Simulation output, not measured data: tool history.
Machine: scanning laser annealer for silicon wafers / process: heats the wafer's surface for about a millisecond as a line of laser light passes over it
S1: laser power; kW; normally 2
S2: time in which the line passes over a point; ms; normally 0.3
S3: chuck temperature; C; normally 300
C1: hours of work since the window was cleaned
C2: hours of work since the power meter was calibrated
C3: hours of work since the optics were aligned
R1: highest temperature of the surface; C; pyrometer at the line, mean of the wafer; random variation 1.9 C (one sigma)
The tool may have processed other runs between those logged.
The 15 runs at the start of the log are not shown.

run	day	S1	S2	S3	C1	C2	C3	R1
16	35.383	2	0.373	300	694	1767	83	1166
17	37.321	2	0.373	300	714	1787	103	1166
18	39.538	2	0.373	300	736	1810	126	1163
19	42.267	1.71	0.29	337	765	1838	154	970
20	44.142	1.94	0.3	300	784	1857	174	1036
21	45.55	2.082	0.288	300	798	1872	188	1074
22	46.942	2.082	0.288	291	813	1886	202	1069
# day 47.45: window over the wafer cleaned
23	48.671	1.749	0.265	282	13	1903	219	911
24	51.067	1.749	0.265	282	37	1928	244	911
25	53.475	2	0.235	282	62	1953	269	956
26	55.592	2.019	0.229	282	84	1974	291	953
27	58.183	2	0.304	325	111	2001	317	1102
28	60.771	2	0.304	325	137	2028	344	1099
29	62.662	1.931	0.246	302	157	2047	364	967
30	65.738	1.857	0.223	321	188	2079	395	924
31	69.079	2.158	0.215	300	223	2113	430	991
32	71.742	2.158	0.215	300	250	2141	457	991
33	74.325	2.013	0.3	293	277	2167	484	1066
34	76.308	1.783	0.266	300	297	2188	504	931
35	79.271	1.829	0.212	334	328	2218	535	908

Consider 3 possible next runs. They are alternatives, not a sequence: every one starts from the tool as it was left by run 35. What does each give?
A	80.854	2.108	0.369	277	344	2235	551	?
B	80.854	1.946	0.281	287	344	2235	551	?
C	80.854	2.191	0.34	280	344	2235	551	?

run	R1
A	1182
B	1003
C	1182
Take away the tool's hidden state, keep each run's random variation, and the runs would have read:
run	R1
A	1214
B	1029
C	1215

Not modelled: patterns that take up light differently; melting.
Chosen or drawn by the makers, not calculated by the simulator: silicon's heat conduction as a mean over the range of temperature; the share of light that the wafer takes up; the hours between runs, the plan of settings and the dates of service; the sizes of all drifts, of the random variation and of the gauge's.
